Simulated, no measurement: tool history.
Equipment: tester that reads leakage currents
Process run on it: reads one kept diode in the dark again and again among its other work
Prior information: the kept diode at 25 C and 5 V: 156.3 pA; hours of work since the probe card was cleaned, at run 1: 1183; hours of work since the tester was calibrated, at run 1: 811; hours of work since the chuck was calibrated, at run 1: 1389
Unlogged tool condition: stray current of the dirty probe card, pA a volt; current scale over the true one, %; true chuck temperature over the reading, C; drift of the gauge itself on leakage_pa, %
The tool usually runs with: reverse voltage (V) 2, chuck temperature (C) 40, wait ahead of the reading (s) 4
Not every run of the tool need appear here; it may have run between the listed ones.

run    hour  reverse voltage (V)  chuck temperature (C)  wait ahead of the reading (s)  hours of work since the probe card was cleaned  hours of work since the tester was calibrated  hours of work since the chuck was calibrated  current that the tester gives (pA)
  1       0                    2                     40                              4                                            1183                                            811                                          1389                              357.51
  2    54.7                    2                     40                              4                                            1218                                            846                                          1424                              358.28
  3    89.5                    2                     46                              4                                            1241                                            868                                          1446                              541.63
  4   119.6                    2                     40                              4                                            1260                                            887                                          1466                               360.2
  5   191.9                    2                     40                              4                                            1306                                            934                                          1512                               360.6
  6   237.7                    2                     40                              4                                            1336                                            963                                          1541                              360.19
  7     310                    2                     40                              4                                            1382                                           1009                                          1588                              361.42
  8   377.1                    2                     40                           7.53                                            1425                                           1052                                          1631                               364.4
        405  -- chuck's temperature calibrated
  9   424.4                    2                     57                              4                                            1454                                           1081                                            12                             1024.15
 10   467.2                    2                     57                              4                                            1481                                           1109                                            40                             1026.44
 11   524.3                    2                     40                           0.78                                            1518                                           1145                                            76                              328.16
 12   557.9                    2                     40                           0.78                                            1539                                           1167                                            98                              328.48
 13   591.4                    2                     31                              4                                            1561                                           1188                                           119                              169.92
 14   649.9                    2                     31                              4                                            1598                                           1226                                           157                              170.41
 15   707.3                    2                     31                              4                                            1635                                           1262                                           194                               170.5
 16   769.5                    2                     34                              4                                            1675                                           1302                                           233                              214.09
 17   811.2                    2                     44                              4                                            1702                                           1329                                           260                              439.07
 18   862.7                    2                     44                              4                                            1735                                           1362                                           293                              439.89
      870.6  -- probe card cleaned and baked
 19   934.7                    2                     44                              4                                              41                                           1406                                           337                              442.99
 20  1000.8                    2                     40                              4                                              83                                           1448                                           380                              334.45
 21  1071.2                 2.46                     59                           0.61                                             128                                           1493                                           425                             1306.98
 22  1126.1                 1.31                     40                           2.28                                             164                                           1529                                           460                              281.56
 23  1160.7                 1.37                     58                           0.61                                             186                                           1551                                           482                              959.76
 24  1199.6                 5.72                     45                            0.6                                             211                                           1576                                           507                              750.21
     1208.9  -- probe card cleaned and baked, once more
 25  1271.9                14.69                     44                           0.38                                              40                                           1620                                           551                             1048.47
 26    1343                 4.05                     40                           0.92                                              86                                           1666                                           597                               454.4
 27  1403.4                 4.05                     40                           0.92                                             125                                           1704                                           635                              458.68
 28  1445.5                 4.05                     40                           0.92                                             151                                           1731                                           662                              458.76
 29  1515.9                 2.63                     36                           0.36                                             197                                           1776                                           707                              288.61
 30  1552.6                 3.97                     40                           0.92                                             220                                           1800                                           731                              456.66
 31  1622.3                    2                     52                           4.45                                             265                                           1844                                           776                              781.57
 32  1653.4                    2                     52                           4.45                                             285                                           1864                                           796                              780.22
 33  1708.3                15.04                     26                           0.52                                             320                                           1899                                           831                              291.28
 34  1761.2                 1.43                     47                           0.52                                             354                                           1933                                           865                              488.88
 35  1828.2                 1.43                     47                           0.52                                             397                                           1976                                           907                              486.34
 36  1868.9                 1.43                     47                           1.64                                             423                                           2002                                           934                               491.6
 37  1903.8                 5.39                     47                           0.57                                             445                                           2025                                           956                               860.9
 38  1972.6                  4.4                     35                           0.71                                             489                                           2069                                          1000                              341.41
 39  2017.3                  4.4                     46                           0.71                                             518                                           2097                                          1029                              741.82

What if the next run were any one of these 5? Each begins from the tool's condition after run 39:
  A  2061.2                 1.89                     55                           0.78                                             546                                           2125                                          1057                                   ?
  B  2061.2                 1.42                     20                              4                                             546                                           2125                                          1057                                   ?
  C  2061.2                 1.08                     40                           1.04                                             546                                           2125                                          1057                                   ?
  D  2061.2                  4.4                     46                            0.4                                             546                                           2125                                          1057                                   ?
  E  2061.2                 3.18                     23                              4                                             546                                           2125                                          1057                                   ?

run  current that the tester gives (pA)
  A                              939.13
  B                               66.45
  C                              270.21
  D                              745.42
  E                              119.91
Stripped of hidden state, with their random variation kept, the same runs would have yielded:
run  current that the tester gives (pA)
  A                              881.29
  B                               61.17
  C                              251.98
  D                              696.62
  E                              110.43
